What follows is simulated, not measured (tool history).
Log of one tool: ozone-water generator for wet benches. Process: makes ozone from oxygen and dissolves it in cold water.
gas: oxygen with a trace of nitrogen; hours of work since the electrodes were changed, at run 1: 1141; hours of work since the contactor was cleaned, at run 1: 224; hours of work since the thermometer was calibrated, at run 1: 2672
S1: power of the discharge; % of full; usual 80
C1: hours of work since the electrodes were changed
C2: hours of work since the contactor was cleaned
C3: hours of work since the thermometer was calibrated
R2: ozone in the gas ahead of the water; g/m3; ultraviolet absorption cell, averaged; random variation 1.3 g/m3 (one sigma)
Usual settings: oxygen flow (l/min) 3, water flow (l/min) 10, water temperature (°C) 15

{"run": 1, "hour": 0.0, "S1": 80, "oxygen flow (l/min)": 3, "water flow (l/min)": 10, "water temperature (°C)": 15, "C1": 1141, "C2": 224, "C3": 2672, "dissolved ozone (ppm)": 25, "R2": 229.2}
{"run": 2, "hour": 17.5, "S1": 80, "oxygen flow (l/min)": 3, "water flow (l/min)": 10, "water temperature (°C)": 13, "C1": 1157, "C2": 239, "C3": 2687, "dissolved ozone (ppm)": 25.2, "R2": 230.2}
{"run": 3, "hour": 37.1, "S1": 80, "oxygen flow (l/min)": 3, "water flow (l/min)": 10, "water temperature (°C)": 13, "C1": 1174, "C2": 257, "C3": 2704, "dissolved ozone (ppm)": 25.5, "R2": 230.1}
{"run": 4, "hour": 74.1, "S1": 80, "oxygen flow (l/min)": 3, "water flow (l/min)": 10, "water temperature (°C)": 13, "C1": 1206, "C2": 289, "C3": 2736, "dissolved ozone (ppm)": 25.4, "R2": 229}
{"run": 5, "hour": 107.0, "S1": 80, "oxygen flow (l/min)": 3, "water flow (l/min)": 10, "water temperature (°C)": 13, "C1": 1234, "C2": 317, "C3": 2765, "dissolved ozone (ppm)": 25.6, "R2": 227.3}
{"run": 6, "hour": 130.5, "S1": 80, "oxygen flow (l/min)": 3.46, "water flow (l/min)": 10, "water temperature (°C)": 15, "C1": 1255, "C2": 338, "C3": 2786, "dissolved ozone (ppm)": 24.2, "R2": 206.6}
{"run": 7, "hour": 169.1, "S1": 80, "oxygen flow (l/min)": 3, "water flow (l/min)": 10, "water temperature (°C)": 15, "C1": 1288, "C2": 371, "C3": 2819, "dissolved ozone (ppm)": 24.7, "R2": 228}
{"run": 8, "hour": 205.3, "S1": 80, "oxygen flow (l/min)": 3, "water flow (l/min)": 10, "water temperature (°C)": 15, "C1": 1320, "C2": 403, "C3": 2851, "dissolved ozone (ppm)": 24.8, "R2": 229.4}
{"run": 9, "hour": 242.3, "S1": 80, "oxygen flow (l/min)": 5.31, "water flow (l/min)": 10, "water temperature (°C)": 15, "C1": 1352, "C2": 435, "C3": 2883, "dissolved ozone (ppm)": 22, "R2": 154.9}
{"run": 10, "hour": 271.8, "S1": 68, "oxygen flow (l/min)": 3, "water flow (l/min)": 10, "water temperature (°C)": 15, "C1": 1378, "C2": 461, "C3": 2909, "dissolved ozone (ppm)": 21.4, "R2": 195.4}
{"run": 11, "hour": 293.3, "S1": 68, "oxygen flow (l/min)": 3, "water flow (l/min)": 10, "water temperature (°C)": 15, "C1": 1397, "C2": 480, "C3": 2927, "dissolved ozone (ppm)": 21.5, "R2": 197.2}
{"run": 12, "hour": 323.8, "S1": 68, "oxygen flow (l/min)": 3.47, "water flow (l/min)": 10, "water temperature (°C)": 15, "C1": 1423, "C2": 506, "C3": 2954, "dissolved ozone (ppm)": 20.9, "R2": 178.3}
{"run": 13, "hour": 364.0, "S1": 68, "oxygen flow (l/min)": 3.47, "water flow (l/min)": 10, "water temperature (°C)": 15, "C1": 1458, "C2": 541, "C3": 2989, "dissolved ozone (ppm)": 21, "R2": 176.7}
{"run": 14, "hour": 391.1, "S1": 68, "oxygen flow (l/min)": 3.47, "water flow (l/min)": 10, "water temperature (°C)": 15, "C1": 1482, "C2": 565, "C3": 3012, "dissolved ozone (ppm)": 21.1, "R2": 179.2}
{"run": 15, "hour": 419.9, "S1": 59, "oxygen flow (l/min)": 3, "water flow (l/min)": 10, "water temperature (°C)": 15, "C1": 1507, "C2": 590, "C3": 3037, "dissolved ozone (ppm)": 19, "R2": 172.3}
{"run": 16, "hour": 452.2, "S1": 59, "oxygen flow (l/min)": 3, "water flow (l/min)": 10, "water temperature (°C)": 15, "C1": 1535, "C2": 618, "C3": 3066, "dissolved ozone (ppm)": 18.8, "R2": 173}
{"run": 17, "hour": 474.1, "S1": 40, "oxygen flow (l/min)": 2.48, "water flow (l/min)": 10, "water temperature (°C)": 8, "C1": 1554, "C2": 637, "C3": 3085, "dissolved ozone (ppm)": 15.2, "R2": 140.6}
{"hour": 491.4, "done": "gauge calibrated"}
{"run": 18, "hour": 505.0, "S1": 80, "oxygen flow (l/min)": 3.65, "water flow (l/min)": 10, "water temperature (°C)": 19, "C1": 1581, "C2": 664, "C3": 3112, "dissolved ozone (ppm)": 22.2, "R2": 201.3}
{"run": 19, "hour": 534.6, "S1": 80, "oxygen flow (l/min)": 1.67, "water flow (l/min)": 10, "water temperature (°C)": 19, "C1": 1607, "C2": 690, "C3": 3137, "dissolved ozone (ppm)": 24.8, "R2": 337.3}
{"run": 20, "hour": 555.5, "S1": 80, "oxygen flow (l/min)": 4.21, "water flow (l/min)": 10, "water temperature (°C)": 17, "C1": 1625, "C2": 708, "C3": 3155, "dissolved ozone (ppm)": 22.3, "R2": 183.4}
{"run": 21, "hour": 583.3, "S1": 80, "oxygen flow (l/min)": 4.21, "water flow (l/min)": 10, "water temperature (°C)": 17, "C1": 1649, "C2": 732, "C3": 3180, "dissolved ozone (ppm)": 22.6, "R2": 183.4}
{"run": 22, "hour": 610.5, "S1": 80, "oxygen flow (l/min)": 4.21, "water flow (l/min)": 10, "water temperature (°C)": 17, "C1": 1673, "C2": 756, "C3": 3203, "dissolved ozone (ppm)": 22.2, "R2": 184}
{"run": 23, "hour": 632.0, "S1": 53, "oxygen flow (l/min)": 4.94, "water flow (l/min)": 10, "water temperature (°C)": 10, "C1": 1691, "C2": 774, "C3": 3222, "dissolved ozone (ppm)": 17.1, "R2": 115.4}
{"run": 24, "hour": 666.1, "S1": 44, "oxygen flow (l/min)": 4.94, "water flow (l/min)": 7, "water temperature (°C)": 10, "C1": 1721, "C2": 804, "C3": 3252, "dissolved ozone (ppm)": 18.9, "R2": 96.7}
{"run": 25, "hour": 694.6, "S1": 94, "oxygen flow (l/min)": 3, "water flow (l/min)": 10, "water temperature (°C)": 7, "C1": 1746, "C2": 829, "C3": 3277, "dissolved ozone (ppm)": 31.8, "R2": 260.8}
{"run": 26, "hour": 711.8, "S1": 94, "oxygen flow (l/min)": 3, "water flow (l/min)": 10, "water temperature (°C)": 7, "C1": 1761, "C2": 844, "C3": 3292, "dissolved ozone (ppm)": 31.7, "R2": 263.8}
{"run": 27, "hour": 730.9, "S1": 94, "oxygen flow (l/min)": 3, "water flow (l/min)": 10, "water temperature (°C)": 7, "C1": 1778, "C2": 860, "C3": 3308, "dissolved ozone (ppm)": 31.9, "R2": 259.5}
{"run": 28, "hour": 759.6, "S1": 94, "oxygen flow (l/min)": 3, "water flow (l/min)": 10, "water temperature (°C)": 7, "C1": 1802, "C2": 885, "C3": 3333, "dissolved ozone (ppm)": 31.3, "R2": 259.8}
{"run": 29, "hour": 784.9, "S1": 80, "oxygen flow (l/min)": 3, "water flow (l/min)": 7, "water temperature (°C)": 18, "C1": 1825, "C2": 907, "C3": 3355, "dissolved ozone (ppm)": 31, "R2": 226.6}
{"run": 30, "hour": 821.9, "S1": 80, "oxygen flow (l/min)": 3, "water flow (l/min)": 9, "water temperature (°C)": 13, "C1": 1857, "C2": 940, "C3": 3387, "dissolved ozone (ppm)": 27.6, "R2": 225.8}
{"run": 31, "hour": 856.2, "S1": 80, "oxygen flow (l/min)": 4.95, "water flow (l/min)": 9, "water temperature (°C)": 8, "C1": 1887, "C2": 969, "C3": 3417, "dissolved ozone (ppm)": 27.4, "R2": 161.4}
{"run": 32, "hour": 890.8, "S1": 55, "oxygen flow (l/min)": 3.88, "water flow (l/min)": 16, "water temperature (°C)": 8, "C1": 1917, "C2": 1000, "C3": 3447, "dissolved ozone (ppm)": 12.2, "R2": 135.7}

Hidden state or all else? Some run-to-run changes of R2, split into what the settings, what came in and random variation would give without the hidden state, and what is left for the hidden state (with any gauge scatter that isn't in both results):
The hidden state here: yield of the discharge, % of new electrodes'; contactor's efficiency, % of a clean one's; true water temperature over the reading, C; drift of the gauge itself on ozone_ppm, %; drift of the gauge itself on gas_g_m3, %.
Run 9 -> 10: S1 80 -> 68, oxygen flow (l/min) 5.31 -> 3. R2 +40.5 g/m3: hidden state -1, all else +41.5.
Run 17 -> 18: S1 40 -> 80, oxygen flow (l/min) 2.48 -> 3.65, water temperature (°C) 8 -> 19, gauge calibrated. R2 +60.7 g/m3: hidden state +3.6, all else +57.1.
Run 18 -> 19: oxygen flow (l/min) 3.65 -> 1.67. R2 +136 g/m3: hidden state -0.9, all else +136.9.
Run 19 -> 20: oxygen flow (l/min) 1.67 -> 4.21, water temperature (°C) 19 -> 17. R2 -153.9 g/m3: hidden state +0.5, all else -154.4.
Run 24 -> 25: S1 44 -> 94, oxygen flow (l/min) 4.94 -> 3, water flow (l/min) 7 -> 10, water temperature (°C) 10 -> 7. R2 +164.1 g/m3: hidden state -2.5, all else +166.6.
